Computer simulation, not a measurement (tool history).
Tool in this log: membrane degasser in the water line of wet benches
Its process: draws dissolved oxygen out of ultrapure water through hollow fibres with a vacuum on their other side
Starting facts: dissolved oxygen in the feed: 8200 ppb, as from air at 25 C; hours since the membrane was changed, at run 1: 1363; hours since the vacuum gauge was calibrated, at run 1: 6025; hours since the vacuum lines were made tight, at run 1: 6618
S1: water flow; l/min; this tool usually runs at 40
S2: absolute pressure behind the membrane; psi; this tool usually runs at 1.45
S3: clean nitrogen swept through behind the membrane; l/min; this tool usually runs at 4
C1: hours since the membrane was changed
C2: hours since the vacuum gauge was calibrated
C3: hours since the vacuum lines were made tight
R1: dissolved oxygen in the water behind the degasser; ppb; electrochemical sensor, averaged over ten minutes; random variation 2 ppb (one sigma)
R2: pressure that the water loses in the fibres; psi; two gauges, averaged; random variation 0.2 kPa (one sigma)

run	hour	S1	S2	S3	C1	C2	C3	R1	R2
1	0	40	1.45	4	1363	6025	6618	195.4	6.611
2	18.7	40	1.45	4	1382	6044	6637	198.6	6.495
3	64	40	1.45	4	1427	6089	6682	193.9	6.505
4	104.1	40	1.45	4	1467	6129	6722	198	6.544
# hour 121.1: vacuum gauge calibrated
5	149	40	1.45	4	1512	28	6767	197.5	6.592
6	175.3	40	1.45	4	1538	54	6793	192.6	6.593
7	199.8	40	1.45	10.53	1562	79	6818	99.6	6.548
8	224.7	40	1.45	10.53	1587	104	6843	101.1	6.53
9	244	52	1.02	6.81	1607	123	6862	164.3	8.522
10	263.1	46	2.58	6.19	1626	142	6881	306.6	7.554
11	285.2	40	1.45	6.31	1648	164	6903	140.6	6.519
12	327.9	47	3.61	4	1691	207	6946	610.9	7.752
13	347.1	40	1.45	10.02	1710	226	6965	103	6.55
14	390.6	40	1.45	10.02	1753	269	7009	104.3	6.527
15	433.6	40	1.45	10.02	1796	313	7052	104.9	6.499

Below are 5 alternative next runs, each starting from the tool's condition after run 15. Predict each:
A	471.2	40	0.91	1.81	1834	350	7089	?	?
B	471.2	44	1.52	4	1834	350	7089	?	?
C	471.2	40	1.12	2.1	1834	350	7089	?	?
D	471.2	36	2.39	3.36	1834	350	7089	?	?
E	471.2	43	3.05	1.96	1834	350	7089	?	?

run	R1	R2
A	185.2	6.524
B	238.6	7.185
C	223.5	6.576
D	341.8	5.862
E	825.1	7.072
Without the tool's hidden state the same runs would have given:
run	R1	R2
A	185.1	6.524
B	238.5	7.184
C	223.4	6.575
D	341.7	5.862
E	824.9	7.071
